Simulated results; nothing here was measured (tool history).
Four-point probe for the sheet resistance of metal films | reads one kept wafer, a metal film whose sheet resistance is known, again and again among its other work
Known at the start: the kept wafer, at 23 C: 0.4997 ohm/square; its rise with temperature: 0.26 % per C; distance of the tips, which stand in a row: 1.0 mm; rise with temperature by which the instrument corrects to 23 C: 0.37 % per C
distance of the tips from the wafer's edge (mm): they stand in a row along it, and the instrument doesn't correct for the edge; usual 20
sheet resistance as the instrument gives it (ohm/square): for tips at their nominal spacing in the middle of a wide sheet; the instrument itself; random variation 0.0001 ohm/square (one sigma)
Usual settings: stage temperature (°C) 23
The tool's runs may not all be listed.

run     day  stage temperature (°C)  distance of the tips from the wafer's edge (mm)  sheet resistance as the instrument gives it (ohm/square)
  1       0                      23                                               20                                                  0.500293
  2   4.433                      23                                               20                                                   0.50029
  3   8.692                      23                                               20                                                  0.500412
  4  11.079                      23                                               20                                                  0.500337
  5  13.488                      23                                               20                                                  0.500312
  6  18.496                      23                                               56                                                  0.499717
  7  22.783                      23                                               56                                                  0.499851
  8  26.625                      23                                               56                                                  0.499642
  9  28.862                      23                                               56                                                  0.499586
 10  33.158                      23                                               12                                                  0.501285
 11  36.354                      23                                               12                                                  0.501597
     39.046  -- stage's thermometer calibrated
 12  39.567                      23                                               12                                                  0.501603
 13  43.192                      29                                               12                                                  0.498065
 14  46.771                      23                                               20                                                  0.500335
 15  49.946                      26                                               20                                                  0.498591
 16  53.117                      23                                                7                                                  0.505108
 17  56.004                      23                                                7                                                  0.505185
 18  59.058                      28                                               23                                                  0.497285
 19  63.579                      28                                               23                                                  0.497437
     66.658  -- new probe head fitted
 20  66.658                      28                                               23                                                  0.497344
 21  69.792                      28                                               23                                                  0.497314
 22  72.708                      28                                               23                                                  0.497199
 23  76.179                      28                                               23                                                  0.497371
 24  79.979                      28                                               23                                                  0.497309
 25  82.562                      28                                               11                                                   0.49896
 26  86.958                      27                                                5                                                  0.507965
 27  91.058                      27                                                5                                                  0.507952
 28  94.283                      26                                                3                                                  0.526035
 29  98.883                      31                                               58                                                  0.495303

4 ways to go on from here, each from the tool as it stands after run 29. What would each give?
  A  101.233                      28                                               51                                                         ?
  B  101.233                      22                                               31                                                         ?
  C  101.233                      19                                               20                                                         ?
  D  101.233                      18                                               19                                                         ?

run  sheet resistance as the instrument gives it (ohm/square)
  A                                                  0.496858
  B                                                  0.500625
  C                                                  0.502638
  D                                                  0.503296
Without the tool's hidden state the same runs would have given:
run  sheet resistance as the instrument gives it (ohm/square)
  A                                                  0.496882
  B                                                   0.50065
  C                                                  0.502663
  D                                                  0.503321
